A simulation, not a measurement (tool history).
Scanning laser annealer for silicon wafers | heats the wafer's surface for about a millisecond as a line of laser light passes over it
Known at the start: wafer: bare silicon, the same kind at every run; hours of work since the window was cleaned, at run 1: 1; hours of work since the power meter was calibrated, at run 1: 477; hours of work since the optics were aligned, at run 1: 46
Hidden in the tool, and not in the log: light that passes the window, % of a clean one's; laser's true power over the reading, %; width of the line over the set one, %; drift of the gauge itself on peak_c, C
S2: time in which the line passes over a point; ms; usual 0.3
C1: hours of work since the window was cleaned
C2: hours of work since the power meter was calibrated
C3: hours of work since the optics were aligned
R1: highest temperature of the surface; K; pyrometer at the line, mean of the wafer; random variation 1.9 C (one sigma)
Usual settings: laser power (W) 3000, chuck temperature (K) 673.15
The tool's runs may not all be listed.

Run 1, day 0: usual settings; C1 1; C2 477; C3 46. Result: R1 1389.15 K.
Run 2, day 0.958: usual settings; C1 14; C2 490; C3 59. Result: R1 1387.15 K.
Run 3, day 1.867: usual settings but chuck temperature (K) 713.15; C1 27; C2 502; C3 72. Result: R1 1425.15 K.
Run 4, day 2.862: usual settings but chuck temperature (K) 654.15; C1 40; C2 516; C3 85. Result: R1 1366.15 K.
Run 5, day 3.617: usual settings but chuck temperature (K) 654.15; C1 50; C2 526; C3 96. Result: R1 1367.15 K.
Run 6, day 4.379: usual settings but chuck temperature (K) 654.15; C1 61; C2 536; C3 106. Result: R1 1363.15 K.
Run 7, day 4.892: usual settings but chuck temperature (K) 654.15; C1 68; C2 543; C3 113. Result: R1 1361.15 K.
Run 8, day 5.462: usual settings but chuck temperature (K) 692.15; C1 75; C2 551; C3 121. Result: R1 1405.15 K.
Run 9, day 6.312: usual settings but S2 0.218 ms; C1 87; C2 562; C3 132. Result: R1 1260.15 K.
Run 10, day 7.429: usual settings; C1 102; C2 578; C3 147. Result: R1 1380.15 K.
Run 11, day 8.125: usual settings; C1 112; C2 587; C3 157. Result: R1 1381.15 K.
Run 12, day 9.083: usual settings; C1 125; C2 600; C3 170. Result: R1 1377.15 K.
Run 13, day 9.996: usual settings; C1 137; C2 613; C3 182. Result: R1 1375.15 K.
Run 14, day 10.788: usual settings; C1 148; C2 623; C3 193. Result: R1 1377.15 K.
Run 15, day 11.779: usual settings; C1 161; C2 637; C3 206. Result: R1 1371.15 K.
Run 16, day 12.471: usual settings; C1 171; C2 646; C3 216. Result: R1 1370.15 K.
Run 17, day 12.938: usual settings; C1 177; C2 652; C3 222. Result: R1 1371.15 K.
Run 18, day 13.396: usual settings; C1 183; C2 659; C3 228. Result: R1 1374.15 K.
Run 19, day 14.212: usual settings but S2 0.289 ms; C1 194; C2 670; C3 240. Result: R1 1355.15 K.
Run 20, day 14.942: usual settings but chuck temperature (K) 656.15; C1 204; C2 680; C3 249. Result: R1 1355.15 K.
Run 21, day 15.846: usual settings but chuck temperature (K) 702.15; C1 216; C2 692; C3 262. Result: R1 1395.15 K.
Run 22, day 16.633: usual settings but laser power (W) 2729, S2 0.323 ms; C1 227; C2 703; C3 272. Result: R1 1328.15 K.
Run 23, day 17.358: usual settings but laser power (W) 2715, S2 0.299 ms, chuck temperature (K) 680.15; C1 237; C2 713; C3 282. Result: R1 1301.15 K.
Run 24, day 18.058: usual settings but laser power (W) 2607, S2 0.261 ms, chuck temperature (K) 636.15; C1 246; C2 722; C3 292. Result: R1 1185.15 K.
Run 25, day 18.571: usual settings but laser power (W) 2607, S2 0.261 ms, chuck temperature (K) 636.15; C1 253; C2 729; C3 299. Result: R1 1185.15 K.
Run 26, day 19.288: usual settings but laser power (W) 2607, S2 0.261 ms, chuck temperature (K) 636.15; C1 263; C2 739; C3 309. Result: R1 1182.15 K.
Run 27, day 20.079: usual settings but laser power (W) 2607, S2 0.261 ms, chuck temperature (K) 636.15; C1 274; C2 750; C3 319. Result: R1 1184.15 K.
Run 28, day 20.871: usual settings but laser power (W) 2869, S2 0.258 ms, chuck temperature (K) 701.15; C1 285; C2 760; C3 330. Result: R1 1306.15 K.
Run 29, day 21.983: usual settings but laser power (W) 2893; C1 300; C2 775; C3 345. Result: R1 1336.15 K.
Run 30, day 22.646: usual settings but laser power (W) 3281, S2 0.216 ms, chuck temperature (K) 704.15; C1 309; C2 784; C3 354. Result: R1 1328.15 K.
Run 31, day 23.471: usual settings but laser power (W) 3281, S2 0.216 ms, chuck temperature (K) 704.15; C1 320; C2 796; C3 365. Result: R1 1328.15 K.
Run 32, day 23.967: usual settings but laser power (W) 3033, S2 0.216 ms, chuck temperature (K) 677.15; C1 327; C2 802; C3 372. Result: R1 1247.15 K.
Run 33, day 24.433: usual settings but laser power (W) 3067, S2 0.265 ms, chuck temperature (K) 695.15; C1 333; C2 809; C3 378. Result: R1 1351.15 K.
Run 34, day 25.367: usual settings but laser power (W) 3067, S2 0.265 ms, chuck temperature (K) 695.15; C1 346; C2 821; C3 391. Result: R1 1347.15 K.
Run 35, day 25.933: usual settings but laser power (W) 3067, S2 0.265 ms, chuck temperature (K) 695.15; C1 353; C2 829; C3 399. Result: R1 1347.15 K.
Run 36, day 26.462: usual settings but laser power (W) 2730; C1 361; C2 836; C3 406. Result: R1 1289.15 K.
Run 37, day 27.375: usual settings but laser power (W) 3083, S2 0.299 ms; C1 373; C2 849; C3 418. Result: R1 1378.15 K.
Run 38, day 28.192: usual settings but laser power (W) 2726, S2 0.358 ms, chuck temperature (K) 665.15; C1 384; C2 860; C3 430. Result: R1 1350.15 K.
Run 39, day 29.267: usual settings but laser power (W) 2943, S2 0.358 ms, chuck temperature (K) 700.15; C1 399; C2 874; C3 444. Result: R1 1440.15 K.
Run 40, day 30.267: usual settings but laser power (W) 2807, S2 0.238 ms, chuck temperature (K) 713.15; C1 412; C2 888; C3 458. Result: R1 1262.15 K.

3 ways to go on from here, each from the tool as it stands after run 40. What would each give?
Run A, day 30.792: usual settings but laser power (W) 2716, S2 0.238 ms, chuck temperature (K) 651.15; C1 420; C2 895; C3 465. Result: R1 ?.
Run B, day 30.792: usual settings but laser power (W) 3011, S2 0.252 ms; C1 420; C2 895; C3 465. Result: R1 ?.
Run C, day 30.792: usual settings but S2 0.229 ms; C1 420; C2 895; C3 465. Result: R1 ?.

run       R1
  A  1182.15
  B  1287.15
  C  1255.15
Without the tool's hidden state the same runs would have given:
run       R1
  A  1215.15
  B  1326.15
  C  1291.15

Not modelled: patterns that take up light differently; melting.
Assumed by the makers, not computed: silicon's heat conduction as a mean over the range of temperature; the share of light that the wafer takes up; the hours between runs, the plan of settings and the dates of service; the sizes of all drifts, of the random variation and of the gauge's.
